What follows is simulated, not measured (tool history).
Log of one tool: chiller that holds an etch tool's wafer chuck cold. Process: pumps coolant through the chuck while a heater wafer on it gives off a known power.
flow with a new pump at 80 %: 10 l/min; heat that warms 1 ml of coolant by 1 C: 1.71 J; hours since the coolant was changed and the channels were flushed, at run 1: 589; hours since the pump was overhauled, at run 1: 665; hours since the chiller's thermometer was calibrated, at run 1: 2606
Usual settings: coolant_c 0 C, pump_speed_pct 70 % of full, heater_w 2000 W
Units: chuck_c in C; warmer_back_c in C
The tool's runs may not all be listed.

| run | day | coolant_c | pump_speed_pct | heater_w | hours since the coolant was changed and the channels were flushed | hours since the pump was overhauled | hours since the chiller's thermometer was calibrated | chuck_c | warmer_back_c |
|---|---|---|---|---|---|---|---|---|---|
| 1 | 0 | 0 | 70 | 2000 | 589 | 665 | 2606 | 24.7 | 8.15 |
| 2 | 0.617 | 0 | 70 | 2000 | 604 | 680 | 2621 | 24.6 | 8.16 |
| 3 | 1.904 | 0 | 70 | 2000 | 634 | 711 | 2652 | 24.8 | 8.22 |
| 4 | 2.671 | 0 | 70 | 2000 | 653 | 729 | 2670 | 24.8 | 8.13 |
| 5 | 3.288 | 0 | 70 | 2000 | 668 | 744 | 2685 | 24.9 | 8.17 |
| 6 | 4.438 | 0 | 70 | 2000 | 695 | 771 | 2713 | 24.9 | 8.13 |
| 7 | 5.346 | 0 | 70 | 2000 | 717 | 793 | 2735 | 24.8 | 8.19 |
| 8 | 6.271 | -5 | 70 | 2000 | 739 | 815 | 2757 | 19.8 | 8.12 |
| 9 | 6.946 | 6 | 70 | 2000 | 756 | 832 | 2773 | 31 | 8.14 |
| 10 | 7.833 | 6 | 70 | 2000 | 777 | 853 | 2794 | 30.9 | 8.16 |
| 11 | 8.579 | 9 | 70 | 2000 | 795 | 871 | 2812 | 33.9 | 8.15 |
| 12 | 9.379 | 9 | 70 | 2000 | 814 | 890 | 2831 | 34.1 | 8.21 |
| 13 | 10.604 | -8 | 70 | 2000 | 843 | 919 | 2861 | 17 | 8.12 |
| 14 | 11.917 | -8 | 70 | 2000 | 875 | 951 | 2892 | 17 | 8.17 |
|  | 12.258 | coolant pump overhauled |
| 15 | 13.533 | 0 | 70 | 2388 | 909 | 31 | 2926 | 29.9 | 9.88 |
| 16 | 14.292 | 0 | 70 | 2403 | 927 | 49 | 2944 | 30.4 | 9.9 |
| 17 | 15.662 | 5 | 73 | 2976 | 960 | 82 | 2977 | 41.7 | 11.78 |
| 18 | 16.8 | -2 | 98 | 2679 | 987 | 109 | 3004 | 25.6 | 7.8 |
| 19 | 17.596 | -2 | 98 | 2679 | 1006 | 128 | 3024 | 25.6 | 7.77 |
| 20 | 18.979 | 2 | 72 | 1965 | 1039 | 161 | 3057 | 26.4 | 7.84 |
| 21 | 19.708 | -1 | 72 | 1965 | 1057 | 179 | 3074 | 23.3 | 7.82 |
|  | 20.533 | coolant pump overhauled, once more |
| 22 | 21.262 | 0 | 65 | 2000 | 1089 | 17 | 3107 | 25.9 | 8.59 |
| 23 | 22.238 | 9 | 81 | 1619 | 1112 | 41 | 3130 | 27.2 | 5.5 |
| 24 | 23.4 | 5 | 94 | 1765 | 1140 | 69 | 3158 | 23.2 | 5.18 |
| 25 | 24.679 | -6 | 66 | 1765 | 1171 | 99 | 3189 | 16.6 | 7.53 |
| 26 | 25.329 | 9 | 61 | 1325 | 1187 | 115 | 3204 | 26.7 | 6.19 |
| 27 | 26.771 | 2 | 83 | 2000 | 1221 | 150 | 3239 | 24.6 | 6.71 |
| 28 | 27.696 | 6 | 81 | 1128 | 1244 | 172 | 3261 | 18.7 | 3.92 |
| 29 | 28.562 | -7 | 61 | 2294 | 1264 | 193 | 3282 | 24.1 | 10.55 |
| 30 | 29.367 | 9 | 66 | 2216 | 1284 | 212 | 3301 | 37.6 | 9.39 |
| 31 | 30.646 | 9 | 66 | 2216 | 1314 | 243 | 3332 | 37.7 | 9.44 |
| 32 | 32.05 | 7 | 70 | 2000 | 1348 | 276 | 3365 | 32 | 8.01 |

Forecast each of these 3 alternatives for the next run:
| A | 33.367 | 0 | 87 | 2000 | 1380 | 308 | 3397 | ? | ? |
| B | 33.367 | -4 | 61 | 2455 | 1380 | 308 | 3397 | ? | ? |
| C | 33.367 | -5 | 72 | 2965 | 1380 | 308 | 3397 | ? | ? |

| run | chuck_c | warmer_back_c |
|---|---|---|
| A | 21.9 | 6.42 |
| B | 29.5 | 11.39 |
| C | 31.8 | 11.65 |
Without the tool's hidden state the same runs would have given:
| run | chuck_c | warmer_back_c |
|---|---|---|
| A | 21.3 | 6.45 |
| B | 28.4 | 11.45 |
| C | 30.5 | 11.7 |
